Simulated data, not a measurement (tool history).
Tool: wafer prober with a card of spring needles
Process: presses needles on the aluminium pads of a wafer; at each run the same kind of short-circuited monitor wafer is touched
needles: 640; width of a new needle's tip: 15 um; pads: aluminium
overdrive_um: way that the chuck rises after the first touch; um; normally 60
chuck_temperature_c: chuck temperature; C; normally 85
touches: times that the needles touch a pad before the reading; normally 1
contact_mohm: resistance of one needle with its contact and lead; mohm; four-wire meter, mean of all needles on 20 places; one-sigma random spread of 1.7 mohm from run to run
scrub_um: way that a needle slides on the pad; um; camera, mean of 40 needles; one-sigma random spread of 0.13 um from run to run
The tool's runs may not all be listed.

| run | hour | overdrive_um | chuck_temperature_c | touches | contact_mohm | scrub_um |
|---|---|---|---|---|---|---|
| 1 | 0.0 | 60 | 85 | 1 | 244 | 12.25 |
|  | 1.2 | tips cleaned on abrasive film |
|  | 6.9 | tips cleaned on abrasive film |
|  | 12.6 | tips cleaned on abrasive film |
|  | 18.3 | tips cleaned on abrasive film |
|  | 23.9 | tips cleaned on abrasive film |
|  | 29.6 | tips cleaned on abrasive film |
| 2 | 31.6 | 60 | 85 | 1 | 216 | 12.18 |
|  | 35.0 | tips cleaned on abrasive film |
|  | 39.6 | tips cleaned on abrasive film |
|  | 45.3 | tips cleaned on abrasive film |
|  | 49.9 | tips cleaned on abrasive film |
|  | 55.5 | tips cleaned on abrasive film |
|  | 61.2 | tips cleaned on abrasive film |
|  | 65.8 | tips cleaned on abrasive film |
|  | 71.5 | tips cleaned on abrasive film |
|  | 76.4 | tips cleaned on abrasive film |
| 3 | 76.4 | 60 | 85 | 1 | 176 | 12.03 |
|  | 81.0 | tips cleaned on abrasive film |
|  | 86.7 | tips cleaned on abrasive film |
|  | 92.3 | tips cleaned on abrasive film |
|  | 96.9 | tips cleaned on abrasive film |
|  | 102.6 | tips cleaned on abrasive film |
|  | 107.9 | tips cleaned on abrasive film |
| 4 | 107.9 | 60 | 85 | 2 | 177 | 11.86 |
|  | 113.6 | tips cleaned on abrasive film |
|  | 119.2 | tips cleaned on abrasive film |
|  | 124.9 | tips cleaned on abrasive film |
|  | 129.5 | tips cleaned on abrasive film |
|  | 133.1 | height of the first contact set anew |
|  | 135.5 | tips cleaned on abrasive film |
| 5 | 137.9 | 60 | 85 | 3 | 194 | 12.80 |
|  | 140.2 | tips cleaned on abrasive film |
|  | 144.8 | tips cleaned on abrasive film |
|  | 150.4 | tips cleaned on abrasive film |
|  | 155.0 | tips cleaned on abrasive film |
|  | 160.7 | tips cleaned on abrasive film |
|  | 166.4 | tips cleaned on abrasive film |
|  | 172.0 | tips cleaned on abrasive film |
|  | 176.6 | tips cleaned on abrasive film |
| 6 | 177.8 | 60 | 85 | 3 | 185 | 12.68 |
|  | 181.2 | tips cleaned on abrasive film |
|  | 185.8 | tips cleaned on abrasive film |
|  | 191.5 | tips cleaned on abrasive film |
|  | 196.0 | tips cleaned on abrasive film |
|  | 200.6 | tips cleaned on abrasive film |
|  | 206.3 | tips cleaned on abrasive film |
|  | 210.8 | tips cleaned on abrasive film |
| 7 | 214.2 | 60 | 85 | 1 | 257 | 12.30 |
|  | 215.5 | tips cleaned on abrasive film |
|  | 220.0 | tips cleaned on abrasive film |
|  | 225.7 | tips cleaned on abrasive film |
|  | 230.3 | tips cleaned on abrasive film |
|  | 234.8 | tips cleaned on abrasive film |
|  | 240.5 | tips cleaned on abrasive film |
| 8 | 244.3 | 60 | 85 | 2 | 231 | 12.22 |
|  | 245.5 | tips cleaned on abrasive film |
|  | 251.2 | tips cleaned on abrasive film |
|  | 256.9 | tips cleaned on abrasive film |
|  | 261.4 | tips cleaned on abrasive film |
| 9 | 263.7 | 60 | 85 | 1 | 227 | 12.21 |
|  | 267.1 | tips cleaned on abrasive film |
|  | 272.8 | tips cleaned on abrasive film |
|  | 277.4 | tips cleaned on abrasive film |
|  | 283.0 | tips cleaned on abrasive film |
|  | 287.6 | tips cleaned on abrasive film |
|  | 293.3 | tips cleaned on abrasive film |
|  | 299.0 | tips cleaned on abrasive film |
|  | 304.6 | tips cleaned on abrasive film |
| 10 | 305.4 | 60 | 85 | 1 | 207 | 12.10 |
|  | 310.0 | tips cleaned on abrasive film |
|  | 314.6 | tips cleaned on abrasive film |
|  | 320.2 | tips cleaned on abrasive film |
|  | 325.9 | tips cleaned on abrasive film |
|  | 331.6 | tips cleaned on abrasive film |
|  | 336.2 | tips cleaned on abrasive film |
|  | 340.7 | tips cleaned on abrasive film |
|  | 346.3 | tips cleaned on abrasive film |
| 11 | 346.3 | 60 | 85 | 1 | 183 | 11.85 |
|  | 350.9 | tips cleaned on abrasive film |
|  | 352.3 | height of the first contact set anew |
|  | 356.9 | tips cleaned on abrasive film |
|  | 362.6 | tips cleaned on abrasive film |
| 12 | 365.8 | 60 | 85 | 1 | 242 | 12.78 |
|  | 368.2 | tips cleaned on abrasive film |
|  | 373.8 | tips cleaned on abrasive film |
|  | 379.5 | tips cleaned on abrasive film |
|  | 384.1 | tips cleaned on abrasive film |
| 13 | 384.9 | 53 | 77 | 1 | 219 | 11.03 |
|  | 389.5 | tips cleaned on abrasive film |
|  | 394.1 | tips cleaned on abrasive film |
|  | 399.7 | tips cleaned on abrasive film |
| 14 | 403.6 | 63 | 32 | 1 | 251 | 13.08 |

Run 15, settings as shown, results not yet in. Your forecast:
|  | 404.8 | tips cleaned on abrasive film |
|  | 410.5 | tips cleaned on abrasive film |
|  | 415.0 | tips cleaned on abrasive film |
|  | 420.7 | tips cleaned on abrasive film |
|  | 425.3 | tips cleaned on abrasive film |
|  | 430.9 | tips cleaned on abrasive film |
| 15 | 432.2 | 42 | 45 | 1 | ? | ? |

{"run 15": {"contact_mohm": 271, "scrub_um": 8.63}}
Take away the tool's hidden state, keep the run-to-run variation as it was, and the same run would have given contact_mohm 166 mohm, scrub_um 8.98 um.

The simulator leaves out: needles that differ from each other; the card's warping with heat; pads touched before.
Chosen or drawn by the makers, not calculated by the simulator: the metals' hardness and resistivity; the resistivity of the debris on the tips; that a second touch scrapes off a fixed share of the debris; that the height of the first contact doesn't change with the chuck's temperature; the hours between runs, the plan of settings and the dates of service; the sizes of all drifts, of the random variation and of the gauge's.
